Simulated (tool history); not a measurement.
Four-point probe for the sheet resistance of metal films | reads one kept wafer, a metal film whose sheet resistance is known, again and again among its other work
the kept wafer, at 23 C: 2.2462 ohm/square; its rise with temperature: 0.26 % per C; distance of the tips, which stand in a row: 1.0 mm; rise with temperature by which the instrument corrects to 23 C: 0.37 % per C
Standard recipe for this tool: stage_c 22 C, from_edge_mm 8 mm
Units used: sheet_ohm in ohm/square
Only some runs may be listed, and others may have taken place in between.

{"run": 1, "day": 0.0, "stage_c": 22, "from_edge_mm": 8, "sheet_ohm": 2.263121}
{"run": 2, "day": 2.167, "stage_c": 22, "from_edge_mm": 8, "sheet_ohm": 2.263636}
{"run": 3, "day": 4.425, "stage_c": 22, "from_edge_mm": 8, "sheet_ohm": 2.264184}
{"run": 4, "day": 7.525, "stage_c": 22, "from_edge_mm": 8, "sheet_ohm": 2.265591}
{"run": 5, "day": 10.675, "stage_c": 19, "from_edge_mm": 8, "sheet_ohm": 2.273389}
{"run": 6, "day": 12.25, "stage_c": 19, "from_edge_mm": 8, "sheet_ohm": 2.273146}
{"run": 7, "day": 14.558, "stage_c": 19, "from_edge_mm": 8, "sheet_ohm": 2.274337}
{"run": 8, "day": 17.388, "stage_c": 19, "from_edge_mm": 12, "sheet_ohm": 2.263962}
{"run": 9, "day": 20.612, "stage_c": 28, "from_edge_mm": 27, "sheet_ohm": 2.235653}
{"run": 10, "day": 22.296, "stage_c": 19, "from_edge_mm": 8, "sheet_ohm": 2.275438}
{"run": 11, "day": 24.738, "stage_c": 34, "from_edge_mm": 8, "sheet_ohm": 2.238167}
{"run": 12, "day": 26.35, "stage_c": 34, "from_edge_mm": 8, "sheet_ohm": 2.23838}
{"run": 13, "day": 29.233, "stage_c": 25, "from_edge_mm": 21, "sheet_ohm": 2.244656}
{"run": 14, "day": 32.508, "stage_c": 22, "from_edge_mm": 4, "sheet_ohm": 2.323845}

3 options for the next run, each taken on its own from the tool as it stands now. Forecast them:
{"run": "A", "day": 35.529, "stage_c": 29, "from_edge_mm": 7, "sheet_ohm": "?"}
{"run": "B", "day": 35.529, "stage_c": 22, "from_edge_mm": 25, "sheet_ohm": "?"}
{"run": "C", "day": 35.529, "stage_c": 23, "from_edge_mm": 54, "sheet_ohm": "?"}

run=A sheet_ohm=2.258976
run=B sheet_ohm=2.253515
run=C sheet_ohm=2.248627
Without the tool's hidden state the same runs would have given:
run=A sheet_ohm=2.256451
run=B sheet_ohm=2.250978
run=C sheet_ohm=2.246098
